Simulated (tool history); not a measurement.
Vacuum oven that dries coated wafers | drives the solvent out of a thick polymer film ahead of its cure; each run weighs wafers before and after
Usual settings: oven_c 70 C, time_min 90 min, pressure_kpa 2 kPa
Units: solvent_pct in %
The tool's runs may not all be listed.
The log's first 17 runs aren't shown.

run    hour  oven_c  time_min  pressure_kpa  solvent_pct
 18   981.7      55        90          1.93         6.56
 19  1047.5      70        90          1.22         2.29
 20    1120      70        76          2.49          3.3
 21  1183.5      70        76          2.49         3.26
 22  1243.5      77        50          4.42         3.45
 23  1278.5      77        50          4.42          3.4
 24  1325.5      61        50          7.07         8.36
 25    1400      60        71          7.57         8.03
 26  1446.7      60        71          7.57         8.04
 27  1497.4      82        68          6.73         2.21
 28  1560.3      83        74             2         0.86
 29  1634.8      83        74             2         0.86
 30  1691.7      56        90             2         6.25
 31  1728.3      75       114          1.02         0.85
 32  1786.1      75       114          1.02         0.85
 33  1851.4      74       157          2.56         1.11
 34  1888.7      74       157          2.56         1.07

4 ways to go on from here, each from the tool as it stands after run 34. What would each give?
  A  1947.3      70        91          2.82            ?
  B  1947.3      82       101             2            ?
  C  1947.3      70        52          5.31            ?
  D  1947.3      64        91           3.4            ?

run  solvent_pct
  A         2.83
  B         0.65
  C         5.34
  D         4.66
Without the tool's hidden state the same runs would have given:
run  solvent_pct
  A         2.81
  B         0.65
  C         5.32
  D         4.63
